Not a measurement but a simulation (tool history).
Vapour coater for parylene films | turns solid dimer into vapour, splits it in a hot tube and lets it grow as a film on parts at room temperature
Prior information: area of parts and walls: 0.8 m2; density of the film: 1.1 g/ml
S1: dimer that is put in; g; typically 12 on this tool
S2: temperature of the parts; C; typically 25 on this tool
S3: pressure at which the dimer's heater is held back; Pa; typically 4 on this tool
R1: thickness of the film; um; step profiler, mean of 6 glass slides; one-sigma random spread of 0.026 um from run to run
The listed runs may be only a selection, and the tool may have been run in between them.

| run | hour | S1 | S2 | S3 | R1 |
|---|---|---|---|---|---|
| 1 | 0 | 12 | 25 | 4 | 7.32 |
| 2 | 24.4 | 12 | 25 | 2.71 | 7.86 |
| 3 | 64.1 | 12 | 25 | 2.71 | 7.91 |
| 4 | 85.8 | 12 | 25 | 2.71 | 7.85 |
| 5 | 108 | 12 | 25 | 2.71 | 7.95 |
| 6 | 143.1 | 12 | 25 | 2.71 | 7.82 |
| 7 | 168.2 | 12 | 25 | 2.71 | 7.79 |
| 8 | 201.9 | 12 | 25 | 2.31 | 8.08 |
| 9 | 235.5 | 12 | 25 | 2.31 | 8.08 |
| 10 | 265.7 | 11 | 25 | 2.31 | 7.37 |
| 11 | 296 | 10 | 36 | 3.22 | 5.15 |
| 12 | 329.9 | 10 | 36 | 3.22 | 5.13 |
| 13 | 352.8 | 13 | 25 | 5.23 | 7.32 |
| 14 | 376.7 | 12 | 25 | 2.03 | 8.15 |
|  | 386.7 | trap's valve overhauled |
| 15 | 414.8 | 12 | 37 | 9.18 | 5.15 |
| 16 | 441.5 | 12 | 34 | 2.62 | 7.03 |
| 17 | 464.5 | 12 | 34 | 2.62 | 6.98 |
| 18 | 492.1 | 16 | 25 | 4 | 10.01 |
| 19 | 511.4 | 12 | 24 | 2.47 | 8.39 |

Here are 4 independent what-if runs from the current tool condition. What would each one return?
| A | 532.5 | 7 | 37 | 2.47 | ? |
| B | 532.5 | 12 | 36 | 4.7 | ? |
| C | 532.5 | 13 | 25 | 7.63 | ? |
| D | 532.5 | 12 | 25 | 4.3 | ? |

| run | R1 |
|---|---|
| A | 3.9 |
| B | 5.98 |
| C | 7.09 |
| D | 7.3 |
Stripped of hidden state, with their random variation kept, the same runs would have yielded:
| run | R1 |
|---|---|
| A | 3.96 |
| B | 6.07 |
| C | 7.19 |
| D | 7.41 |

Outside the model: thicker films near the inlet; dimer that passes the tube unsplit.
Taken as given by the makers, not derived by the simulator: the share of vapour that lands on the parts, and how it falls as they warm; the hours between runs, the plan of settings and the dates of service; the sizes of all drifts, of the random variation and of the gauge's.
